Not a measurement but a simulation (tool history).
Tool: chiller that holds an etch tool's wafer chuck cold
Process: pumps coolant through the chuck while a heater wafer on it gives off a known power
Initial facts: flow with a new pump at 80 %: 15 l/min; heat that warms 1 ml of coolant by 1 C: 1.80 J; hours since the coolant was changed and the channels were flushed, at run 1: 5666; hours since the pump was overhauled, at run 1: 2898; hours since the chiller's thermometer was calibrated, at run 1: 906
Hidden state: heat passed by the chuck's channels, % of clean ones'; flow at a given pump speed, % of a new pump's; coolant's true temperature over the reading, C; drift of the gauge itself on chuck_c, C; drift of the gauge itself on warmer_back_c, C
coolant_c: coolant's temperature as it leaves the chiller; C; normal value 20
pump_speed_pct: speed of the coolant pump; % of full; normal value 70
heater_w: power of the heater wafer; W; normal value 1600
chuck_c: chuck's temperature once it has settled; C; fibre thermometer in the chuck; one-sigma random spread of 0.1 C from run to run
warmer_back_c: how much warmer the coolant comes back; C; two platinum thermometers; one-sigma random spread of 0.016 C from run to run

run,hour,coolant_c,pump_speed_pct,heater_w,hours since the coolant was changed and the channels were flushed,hours since the pump was overhauled,hours since the chiller's thermometer was calibrated,chuck_c,warmer_back_c
1,0,20,70,1600,5666,2898,906,35.4,4.11
2,39,20,70,1600,5705,2937,945,35.4,4.17
3,80.4,20,70,1600,5746,2979,986,35.4,4.14
4,149.5,20,70,1600,5815,3048,1055,35.5,4.17
5,216.2,20,70,1600,5882,3114,1122,35.5,4.17
6,289.3,20,70,1600,5955,3187,1195,35.4,4.17
7,330.8,20,70,1600,5997,3229,1237,35.5,4.18
8,387.8,20,70,1600,6054,3286,1294,35.4,4.18
9,430.5,20,70,1600,6096,3329,1336,35.4,4.19
# hour 459: coolant changed, channels flushed
10,500.8,20,70,1600,42,3393,1401,35.4,4.21
11,557.7,20,70,1600,99,3450,1458,35.2,4.18
12,607.1,20,70,1600,148,3499,1507,35.3,4.21
13,688.1,23,70,1600,229,3580,1588,38.3,4.24
14,736,23,70,1600,277,3628,1636,38.3,4.17
15,793.5,20,70,1600,334,3686,1693,35.4,4.22
16,836.1,20,70,1600,377,3728,1736,35.2,4.2
17,911.9,29,98,2211,453,3804,1812,46.6,3.99
18,993.2,15,98,1029,534,3885,1893,23.3,1.93
19,1050,21,70,1956,591,3942,1950,39.8,5.18
20,1119.7,27,69,1084,661,4012,2020,37.5,2.96
21,1178.5,27,69,1084,719,4071,2078,37.5,2.98
22,1261.8,27,69,1084,803,4154,2162,37.7,2.99
23,1299.3,12,88,1160,840,4191,2199,21.9,2.44
24,1382,14,64,1083,923,4274,2282,24.8,3.24
25,1459.2,20,70,1128,1000,4351,2359,30.9,3.08
26,1521.7,20,70,1128,1063,4414,2421,30.9,3.09
27,1579.3,20,94,1128,1120,4471,2479,29.3,2.26
28,1624.9,20,94,1128,1166,4517,2525,29.2,2.25
29,1674.9,10,77,1128,1216,4567,2575,20.3,2.81
30,1745.5,22,77,1296,1286,4638,2645,33.8,3.2
31,1823.7,16,88,840,1365,4716,2723,23.1,1.85

Below are 4 alternative next runs, each starting from the tool's condition after run 31. Predict each:
A,1895.3,18,76,1600,1436,4787,2795,?,?
B,1895.3,27,63,1817,1436,4787,2795,?,?
C,1895.3,20,96,2146,1436,4787,2795,?,?
D,1895.3,18,75,1048,1436,4787,2795,?,?

run,chuck_c,warmer_back_c
A,32.6,3.98
B,45.7,5.52
C,37.4,4.08
D,27.6,2.71
Without the tool's unlogged condition, the same runs would have read:
run,chuck_c,warmer_back_c
A,32.6,3.77
B,45.7,5.32
C,37.4,3.88
D,27.6,2.51
